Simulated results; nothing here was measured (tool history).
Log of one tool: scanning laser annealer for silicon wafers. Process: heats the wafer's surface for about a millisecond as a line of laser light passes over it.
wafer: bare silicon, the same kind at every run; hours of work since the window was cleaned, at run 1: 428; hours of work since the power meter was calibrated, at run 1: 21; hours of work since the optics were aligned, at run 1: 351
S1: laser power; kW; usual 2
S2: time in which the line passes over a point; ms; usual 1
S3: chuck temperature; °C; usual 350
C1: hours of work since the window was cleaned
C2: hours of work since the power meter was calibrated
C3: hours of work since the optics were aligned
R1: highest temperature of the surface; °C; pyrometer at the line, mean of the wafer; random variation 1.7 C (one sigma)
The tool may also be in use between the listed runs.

run	day	S1	S2	S3	C1	C2	C3	R1
1	0	2	1	350	428	21	351	1121
2	0.904	2	1	350	443	37	366	1120
3	1.504	2	1	338	453	47	377	1108
4	2.492	2	1	338	470	64	393	1106
5	3.329	2	1	338	485	78	408	1105
6	4.162	2	1	338	499	92	422	1107
7	5.058	2	1	338	514	108	437	1109
8	5.75	2	0.88	379	526	120	449	1099
9	6.7	2	0.88	379	542	136	466	1098
# day 6.904: laser's power meter calibrated
10	7.871	2	0.88	379	560	17	484	1099
11	8.988	1.716	0.91	337	579	36	503	971
# day 9.688: window over the wafer cleaned
# day 10.212: laser's power meter calibrated, once more
12	10.279	1.716	0.91	337	8	1	521	981
13	11.008	2	1.05	350	21	14	534	1147
14	11.933	2	1.05	341	36	29	550	1140

Some steps in R1 between neighbouring runs. How much of each would the tool show without its hidden state too (settings, what came in, random variation), and how much is left for the hidden state, with any gauge scatter that isn't in both results?
The hidden state here: light that passes the window, % of a clean one's; laser's true power over the reading, %; width of the line over the set one, %; drift of the gauge itself on peak_c, C.
Run 11 -> 12: window over the wafer cleaned, laser's power meter calibrated, once more. R1 +10 °C: hidden state +9, all else +1.
Run 12 -> 13: S1 1.716 -> 2, S2 0.91 -> 1.05, S3 337 -> 350. R1 +166 °C: hidden state -1, all else +167.
